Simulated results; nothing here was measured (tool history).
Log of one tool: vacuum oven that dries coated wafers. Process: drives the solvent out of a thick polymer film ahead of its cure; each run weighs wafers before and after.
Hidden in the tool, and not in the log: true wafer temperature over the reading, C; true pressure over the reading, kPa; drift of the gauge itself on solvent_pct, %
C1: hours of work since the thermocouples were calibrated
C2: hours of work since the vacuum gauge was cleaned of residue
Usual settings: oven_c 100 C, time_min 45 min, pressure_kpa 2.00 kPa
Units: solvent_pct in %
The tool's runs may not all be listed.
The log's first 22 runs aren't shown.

{"run": 23, "hour": 443.6, "oven_c": 111, "time_min": 44, "pressure_kpa": 3.77, "C1": 544, "C2": 730, "solvent_pct": 1.07}
{"run": 24, "hour": 464.9, "oven_c": 104, "time_min": 27, "pressure_kpa": 7.64, "C1": 554, "C2": 740, "solvent_pct": 5.04}
{"run": 25, "hour": 482.1, "oven_c": 96, "time_min": 27, "pressure_kpa": 1.25, "C1": 562, "C2": 748, "solvent_pct": 6.88}
{"run": 26, "hour": 502.9, "oven_c": 113, "time_min": 27, "pressure_kpa": 4.48, "C1": 572, "C2": 758, "solvent_pct": 1.74}
{"run": 27, "hour": 529.7, "oven_c": 113, "time_min": 35, "pressure_kpa": 3.22, "C1": 584, "C2": 770, "solvent_pct": 1.04}
{"run": 28, "hour": 552.4, "oven_c": 113, "time_min": 35, "pressure_kpa": 3.22, "C1": 595, "C2": 781, "solvent_pct": 1.02}
{"run": 29, "hour": 566.4, "oven_c": 100, "time_min": 45, "pressure_kpa": 2.0, "C1": 601, "C2": 787, "solvent_pct": 2.68}
{"run": 30, "hour": 591.9, "oven_c": 107, "time_min": 27, "pressure_kpa": 2.0, "C1": 613, "C2": 799, "solvent_pct": 2.7}
{"run": 31, "hour": 607.9, "oven_c": 93, "time_min": 43, "pressure_kpa": 3.6, "C1": 621, "C2": 807, "solvent_pct": 6.25}
{"run": 32, "hour": 631.8, "oven_c": 114, "time_min": 31, "pressure_kpa": 2.0, "C1": 632, "C2": 818, "solvent_pct": 0.8}
{"run": 33, "hour": 648.0, "oven_c": 114, "time_min": 53, "pressure_kpa": 1.05, "C1": 639, "C2": 825, "solvent_pct": 0.32}

5 ways to go on from here, each from the tool as it stands after run 33. What would each give?
{"run": "A", "hour": 674.9, "oven_c": 100, "time_min": 54, "pressure_kpa": 1.13, "C1": 652, "C2": 838, "solvent_pct": "?"}
{"run": "B", "hour": 674.9, "oven_c": 114, "time_min": 77, "pressure_kpa": 1.05, "C1": 652, "C2": 838, "solvent_pct": "?"}
{"run": "C", "hour": 674.9, "oven_c": 94, "time_min": 23, "pressure_kpa": 1.79, "C1": 652, "C2": 838, "solvent_pct": "?"}
{"run": "D", "hour": 674.9, "oven_c": 89, "time_min": 34, "pressure_kpa": 2.17, "C1": 652, "C2": 838, "solvent_pct": "?"}
{"run": "E", "hour": 674.9, "oven_c": 105, "time_min": 67, "pressure_kpa": 2.0, "C1": 652, "C2": 838, "solvent_pct": "?"}

run=A solvent_pct=1.75
run=B solvent_pct=0.28
run=C solvent_pct=9.07
run=D solvent_pct=9.15
run=E solvent_pct=0.81
Without the tool's hidden state the same runs would have given:
run=A solvent_pct=1.61
run=B solvent_pct=0.21
run=C solvent_pct=8.92
run=D solvent_pct=8.98
run=E solvent_pct=0.70
